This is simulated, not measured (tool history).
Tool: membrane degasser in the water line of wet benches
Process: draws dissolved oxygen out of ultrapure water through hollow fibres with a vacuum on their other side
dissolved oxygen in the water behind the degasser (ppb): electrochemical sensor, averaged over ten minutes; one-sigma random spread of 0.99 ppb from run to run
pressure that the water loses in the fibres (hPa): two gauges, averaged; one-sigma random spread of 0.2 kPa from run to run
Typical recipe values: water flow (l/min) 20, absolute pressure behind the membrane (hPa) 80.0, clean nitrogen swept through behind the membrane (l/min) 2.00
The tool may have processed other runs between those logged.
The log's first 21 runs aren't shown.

run	day	water flow (l/min)	absolute pressure behind the membrane (hPa)	clean nitrogen swept through behind the membrane (l/min)	dissolved oxygen in the water behind the degasser (ppb)	pressure that the water loses in the fibres (hPa)
22	93.596	27	80.0	1.05	309.6	639.5
# day 97.808: gauge calibrated
23	99.125	24	48.1	2.00	75.8	559.7
24	104.504	29	80.0	2.41	200.1	674.7
25	108.217	29	80.0	2.41	201.1	677.0
26	113.512	29	88.5	1.62	290.3	679.6
27	118.946	20	74.2	2.00	110.3	466.6
28	124.212	20	166.2	2.28	283.4	468.8
29	129.950	22	166.2	3.14	238.4	515.9
30	134.275	27	92.0	1.70	264.3	630.3
31	138.721	13	80.0	1.21	120.5	304.1
32	144.971	29	52.8	1.36	166.4	682.0
33	148.008	20	104.2	5.14	81.3	473.0

Here are 3 independent what-if runs from the current tool condition. What would each one return?
A	151.300	12	77.2	3.24	?	?
B	151.300	20	80.0	1.39	?	?
C	151.300	14	104.2	2.27	?	?

run	dissolved oxygen in the water behind the degasser (ppb)	pressure that the water loses in the fibres (hPa)
A	41.7	288.0
B	169.3	466.8
C	107.6	329.7
With the hidden condition removed and each run's random variation left untouched, the same runs would have given:
run	dissolved oxygen in the water behind the degasser (ppb)	pressure that the water loses in the fibres (hPa)
A	41.6	283.8
B	169.1	459.9
C	107.5	324.9
